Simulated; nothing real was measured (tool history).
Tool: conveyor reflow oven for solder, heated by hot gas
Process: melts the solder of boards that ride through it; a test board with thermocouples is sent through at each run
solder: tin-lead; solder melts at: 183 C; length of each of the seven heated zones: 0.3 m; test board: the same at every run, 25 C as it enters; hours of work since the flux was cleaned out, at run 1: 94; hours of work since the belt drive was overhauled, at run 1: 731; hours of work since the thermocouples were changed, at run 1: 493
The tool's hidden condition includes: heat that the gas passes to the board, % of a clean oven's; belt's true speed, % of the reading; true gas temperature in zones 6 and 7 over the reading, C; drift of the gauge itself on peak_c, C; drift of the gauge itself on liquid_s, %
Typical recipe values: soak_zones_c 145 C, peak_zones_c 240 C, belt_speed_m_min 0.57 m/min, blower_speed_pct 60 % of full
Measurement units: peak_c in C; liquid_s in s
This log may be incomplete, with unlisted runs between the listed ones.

| run | hour | soak_zones_c | peak_zones_c | belt_speed_m_min | blower_speed_pct | hours of work since the flux was cleaned out | hours of work since the belt drive was overhauled | hours of work since the thermocouples were changed | peak_c | liquid_s |
|---|---|---|---|---|---|---|---|---|---|---|
| 1 | 0 | 145 | 240 | 0.57 | 60 | 94 | 731 | 493 | 223.1 | 53.44 |
| 2 | 27.4 | 145 | 240 | 0.57 | 60 | 114 | 751 | 513 | 223 | 53.33 |
| 3 | 70.2 | 145 | 240 | 0.57 | 60 | 145 | 782 | 544 | 222.9 | 53.31 |
| 4 | 103.8 | 145 | 240 | 0.57 | 60 | 170 | 807 | 569 | 222.5 | 53.18 |
| 5 | 137.7 | 145 | 240 | 0.57 | 60 | 195 | 832 | 594 | 222.9 | 53.01 |
|  | 160.4 | flux residue cleaned out of gas plates and filters |
| 6 | 176.2 | 145 | 240 | 0.57 | 60 | 12 | 856 | 618 | 223.2 | 53.4 |
| 7 | 194.6 | 145 | 240 | 0.57 | 60 | 25 | 870 | 632 | 222.9 | 53.37 |
| 8 | 219.3 | 142 | 240 | 0.57 | 60 | 43 | 888 | 650 | 222.5 | 51.98 |
| 9 | 245.8 | 130 | 234 | 0.57 | 63 | 63 | 907 | 669 | 216 | 45.03 |
| 10 | 284.1 | 145 | 240 | 0.674 | 60 | 91 | 935 | 697 | 216.8 | 41.3 |
| 11 | 307.4 | 145 | 240 | 0.674 | 60 | 108 | 952 | 714 | 217 | 41.49 |
| 12 | 330.2 | 132 | 246 | 0.52 | 60 | 124 | 969 | 731 | 228.6 | 57.93 |
| 13 | 367 | 147 | 246 | 0.52 | 85 | 151 | 996 | 758 | 235.3 | 65.38 |
| 14 | 404.3 | 147 | 246 | 0.52 | 85 | 179 | 1023 | 785 | 234.7 | 65.24 |
| 15 | 424.3 | 154 | 246 | 0.484 | 85 | 193 | 1038 | 800 | 237.1 | 73.21 |

Entry by entry between the runs, the difference in hidden state between the last listed run before and the first listed run after:
Run 5 -> run 6: flux residue cleaned out of gas plates and filters (hour 160.4)
  heat that the gas passes to the board, % of a clean oven's: 96.4 -> 99.2; belt's true speed, % of the reading: 99.2 -> 99.17; true gas temperature in zones 6 and 7 over the reading, C: -1.31 -> -1.38
  measured result minus the result with no hidden state, peak_c: -1.6 -> -1.1 C; liquid_s: -0.46 -> -0.12 s
